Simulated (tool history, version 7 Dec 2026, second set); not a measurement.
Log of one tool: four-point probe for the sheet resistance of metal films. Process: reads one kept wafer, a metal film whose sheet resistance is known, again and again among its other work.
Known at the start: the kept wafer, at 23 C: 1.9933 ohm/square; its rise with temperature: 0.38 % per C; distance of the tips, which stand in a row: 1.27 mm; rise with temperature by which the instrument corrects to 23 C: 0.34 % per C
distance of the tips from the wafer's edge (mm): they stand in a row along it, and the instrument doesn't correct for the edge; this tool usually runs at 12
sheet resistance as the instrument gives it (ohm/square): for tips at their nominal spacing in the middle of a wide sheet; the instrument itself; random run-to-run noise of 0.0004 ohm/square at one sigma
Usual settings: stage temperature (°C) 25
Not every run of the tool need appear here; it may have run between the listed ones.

| run | hour | stage temperature (°C) | distance of the tips from the wafer's edge (mm) | sheet resistance as the instrument gives it (ohm/square) |
|---|---|---|---|---|
| 1 | 0.0 | 25 | 12 | 2.014372 |
| 2 | 17.8 | 25 | 9 | 2.023355 |
| 3 | 33.8 | 25 | 6 | 2.048275 |
| 4 | 53.7 | 25 | 12 | 2.014556 |
| 5 | 79.4 | 25 | 12 | 2.015487 |
| 6 | 92.8 | 25 | 12 | 2.015177 |
| 7 | 106.6 | 25 | 12 | 2.015211 |
| 8 | 120.7 | 25 | 3 | 2.178322 |
| 9 | 132.8 | 25 | 3 | 2.178195 |
| 10 | 145.9 | 25 | 3 | 2.178875 |
| 11 | 171.3 | 25 | 3 | 2.178754 |
| 12 | 184.7 | 25 | 3 | 2.179149 |
| 13 | 195.8 | 25 | 19 | 2.009274 |
| 14 | 208.4 | 25 | 19 | 2.008854 |
| 15 | 233.5 | 25 | 19 | 2.009131 |
| 16 | 250.0 | 25 | 19 | 2.009796 |
| 17 | 264.1 | 25 | 12 | 2.016121 |
| 18 | 280.6 | 34 | 12 | 2.023802 |
| 19 | 303.9 | 34 | 12 | 2.023695 |
| 20 | 328.7 | 25 | 12 | 2.018013 |
| 21 | 354.3 | 25 | 12 | 2.018955 |
| 22 | 369.0 | 25 | 12 | 2.018605 |
| 23 | 389.8 | 20 | 12 | 2.015605 |
| 24 | 404.8 | 20 | 12 | 2.015844 |
| 25 | 415.7 | 26 | 7 | 2.042403 |
| 26 | 429.5 | 30 | 61 | 2.010767 |
| 27 | 444.7 | 33 | 28 | 2.014826 |
| 28 | 466.2 | 33 | 8 | 2.040377 |
| 29 | 479.3 | 23 | 8 | 2.033851 |
| 30 | 502.3 | 25 | 10 | 2.026093 |

Expected results for the next run?
| 31 | 514.9 | 25 | 10 | ? |

{"run 31": {"sheet resistance as the instrument gives it (ohm/square)": 2.026911}}
On a tool with no hidden condition, and with the same random variation, this run would have come out at sheet resistance as the instrument gives it (ohm/square) 2.012782.

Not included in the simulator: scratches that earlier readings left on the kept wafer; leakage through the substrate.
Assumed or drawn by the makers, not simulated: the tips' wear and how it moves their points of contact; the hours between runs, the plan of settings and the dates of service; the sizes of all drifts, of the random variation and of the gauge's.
